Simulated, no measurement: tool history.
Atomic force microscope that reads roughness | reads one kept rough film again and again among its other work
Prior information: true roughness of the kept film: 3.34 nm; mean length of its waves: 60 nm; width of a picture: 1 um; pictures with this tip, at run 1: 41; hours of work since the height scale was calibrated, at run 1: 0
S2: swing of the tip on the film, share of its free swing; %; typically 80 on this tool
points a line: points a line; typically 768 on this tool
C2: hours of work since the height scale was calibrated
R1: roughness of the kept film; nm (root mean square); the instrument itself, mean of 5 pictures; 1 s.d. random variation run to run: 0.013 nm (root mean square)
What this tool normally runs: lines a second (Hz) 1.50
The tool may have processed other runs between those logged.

run 1 hour=0.0 | lines_a_second_(Hz)=1.50 S2=80 points_a_line=768 | pictures_with_this_tip=41 C2=0 | R1=2.973
run 2 hour=35.2 | lines_a_second_(Hz)=1.50 S2=80 points_a_line=768 | pictures_with_this_tip=92 C2=19 | R1=2.966
run 3 hour=76.2 | lines_a_second_(Hz)=1.50 S2=80 points_a_line=768 | pictures_with_this_tip=151 C2=41 | R1=2.944
run 4 hour=121.7 | lines_a_second_(Hz)=1.50 S2=80 points_a_line=280 | pictures_with_this_tip=217 C2=66 | R1=2.885
run 5 hour=152.8 | lines_a_second_(Hz)=1.50 S2=80 points_a_line=768 | pictures_with_this_tip=263 C2=83 | R1=2.857
-- hour=168.5 new tip fitted
run 6 hour=209.4 | lines_a_second_(Hz)=1.50 S2=80 points_a_line=768 | pictures_with_this_tip=59 C2=114 | R1=2.965
run 7 hour=252.5 | lines_a_second_(Hz)=1.50 S2=80 points_a_line=768 | pictures_with_this_tip=122 C2=137 | R1=2.972
run 8 hour=284.0 | lines_a_second_(Hz)=1.50 S2=80 points_a_line=768 | pictures_with_this_tip=167 C2=154 | R1=2.926
run 9 hour=341.1 | lines_a_second_(Hz)=1.50 S2=80 points_a_line=768 | pictures_with_this_tip=250 C2=185 | R1=2.888
-- hour=364.3 new tip fitted
run 10 hour=384.5 | lines_a_second_(Hz)=1.50 S2=80 points_a_line=768 | pictures_with_this_tip=30 C2=209 | R1=2.999
-- hour=389.1 height scale calibrated on a step standard
run 11 hour=442.8 | lines_a_second_(Hz)=1.50 S2=80 points_a_line=768 | pictures_with_this_tip=113 C2=29 | R1=2.951
run 12 hour=481.5 | lines_a_second_(Hz)=1.50 S2=80 points_a_line=768 | pictures_with_this_tip=169 C2=50 | R1=2.923
run 13 hour=514.4 | lines_a_second_(Hz)=1.37 S2=80 points_a_line=354 | pictures_with_this_tip=217 C2=68 | R1=2.883

Expected results for the next run?
-- hour=559.5 new tip fitted
run 14 hour=562.7 | lines_a_second_(Hz)=1.37 S2=80 points_a_line=354 | pictures_with_this_tip=4 C2=94 | R1=?

{"run 14": {"R1": 3.005}}
With the hidden condition absent and the run-to-run variation left alone, this run would have shown R1 3.038 nm (root mean square).
